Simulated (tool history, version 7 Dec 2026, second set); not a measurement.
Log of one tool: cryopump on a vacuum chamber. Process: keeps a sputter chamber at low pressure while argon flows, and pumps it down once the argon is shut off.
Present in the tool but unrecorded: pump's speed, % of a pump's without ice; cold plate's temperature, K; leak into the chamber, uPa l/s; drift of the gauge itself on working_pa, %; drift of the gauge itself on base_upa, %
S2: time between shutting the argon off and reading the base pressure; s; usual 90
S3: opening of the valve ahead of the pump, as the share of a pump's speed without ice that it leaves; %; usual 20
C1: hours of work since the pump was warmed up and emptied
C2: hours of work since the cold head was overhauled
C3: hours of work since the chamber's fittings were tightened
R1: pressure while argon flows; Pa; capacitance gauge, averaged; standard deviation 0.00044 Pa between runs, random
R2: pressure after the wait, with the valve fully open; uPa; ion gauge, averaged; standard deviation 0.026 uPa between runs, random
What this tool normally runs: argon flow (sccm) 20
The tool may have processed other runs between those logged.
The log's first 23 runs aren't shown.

{"run": 24, "hour": 1215.1, "argon flow (sccm)": 8, "S2": 265, "S3": 22, "C1": 704, "C2": 1663, "C3": 902, "R1": 0.0394, "R2": 0.82}
{"run": 25, "hour": 1249.5, "argon flow (sccm)": 8, "S2": 62, "S3": 33, "C1": 733, "C2": 1692, "C3": 931, "R1": 0.0273, "R2": 1.84}
{"run": 26, "hour": 1291.6, "argon flow (sccm)": 8, "S2": 25, "S3": 26, "C1": 769, "C2": 1728, "C3": 967, "R1": 0.0335, "R2": 3.91}
{"run": 27, "hour": 1355.7, "argon flow (sccm)": 27, "S2": 78, "S3": 53, "C1": 823, "C2": 1782, "C3": 1021, "R1": 0.0599, "R2": 1.6}
{"run": 28, "hour": 1396.5, "argon flow (sccm)": 20, "S2": 34, "S3": 18, "C1": 858, "C2": 1817, "C3": 1055, "R1": 0.1206, "R2": 3.06}
{"run": 29, "hour": 1453.9, "argon flow (sccm)": 13, "S2": 34, "S3": 18, "C1": 906, "C2": 1865, "C3": 1104, "R1": 0.078, "R2": 3.03}
{"run": 30, "hour": 1501.5, "argon flow (sccm)": 37, "S2": 76, "S3": 20, "C1": 946, "C2": 1905, "C3": 1144, "R1": 0.2025, "R2": 1.73}
{"hour": 1520.6, "done": "pump warmed up, emptied and cooled again"}
{"run": 31, "hour": 1555.4, "argon flow (sccm)": 38, "S2": 30, "S3": 26, "C1": 29, "C2": 1947, "C3": 1185, "R1": 0.1516, "R2": 3.28}
{"run": 32, "hour": 1625.3, "argon flow (sccm)": 38, "S2": 30, "S3": 26, "C1": 88, "C2": 2006, "C3": 1244, "R1": 0.1525, "R2": 3.44}
{"run": 33, "hour": 1683.2, "argon flow (sccm)": 17, "S2": 221, "S3": 56, "C1": 137, "C2": 2055, "C3": 1293, "R1": 0.0324, "R2": 0.91}
{"run": 34, "hour": 1764.7, "argon flow (sccm)": 17, "S2": 229, "S3": 25, "C1": 206, "C2": 2123, "C3": 1362, "R1": 0.071, "R2": 0.93}

Each row is a separate what-if for the run after 34, all from the same tool condition, not one after another. Results?
{"run": "A", "hour": 1814.9, "argon flow (sccm)": 20, "S2": 76, "S3": 26, "C1": 249, "C2": 2166, "C3": 1404, "R1": "?", "R2": "?"}
{"run": "B", "hour": 1814.9, "argon flow (sccm)": 13, "S2": 90, "S3": 20, "C1": 249, "C2": 2166, "C3": 1404, "R1": "?", "R2": "?"}
{"run": "C", "hour": 1814.9, "argon flow (sccm)": 11, "S2": 229, "S3": 60, "C1": 249, "C2": 2166, "C3": 1404, "R1": "?", "R2": "?"}

run=A R1=0.0808 R2=1.67
run=B R1=0.068 R2=1.44
run=C R1=0.0197 R2=0.93
Had the tool no hidden state, the same runs would have come out as:
run=A R1=0.0793 R2=1.28
run=B R1=0.067 R2=1.07
run=C R1=0.0188 R2=0.55
